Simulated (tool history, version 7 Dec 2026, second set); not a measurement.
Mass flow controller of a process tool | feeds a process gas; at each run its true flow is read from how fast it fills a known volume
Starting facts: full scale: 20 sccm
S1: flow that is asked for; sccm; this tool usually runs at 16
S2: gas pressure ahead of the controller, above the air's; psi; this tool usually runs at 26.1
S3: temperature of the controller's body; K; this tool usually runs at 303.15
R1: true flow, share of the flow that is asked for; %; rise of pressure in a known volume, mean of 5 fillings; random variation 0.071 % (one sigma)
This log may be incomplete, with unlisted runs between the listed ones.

run,hour,S1,S2,S3,R1
1,0.0,16,26.1,303.15,99.44
2,145.9,16,28.3,303.15,99.39
3,268.0,7,26.1,303.15,98.75
4,394.9,7,26.1,303.15,98.75
5,526.0,7,26.1,303.15,98.51
6,686.2,7,26.1,303.15,98.68
7,798.6,7,26.1,303.15,98.38
8,877.4,7,26.1,303.15,98.48
9,953.7,7,26.1,303.15,98.29
10,1036.8,7,26.1,303.15,98.34
11,1191.9,7,21.2,307.15,98.16
12,1332.1,9,24.8,311.15,98.02
13,1470.4,16,26.4,295.15,99.09
14,1558.8,16,26.4,295.15,98.96

Estimate the outcome of run 15 from the log above:
15,1637.4,11,33.4,296.15,?

R1: 98.54 %
On a tool with no hidden condition, and with the same random variation, this run would have come out at R1 99.43 %.
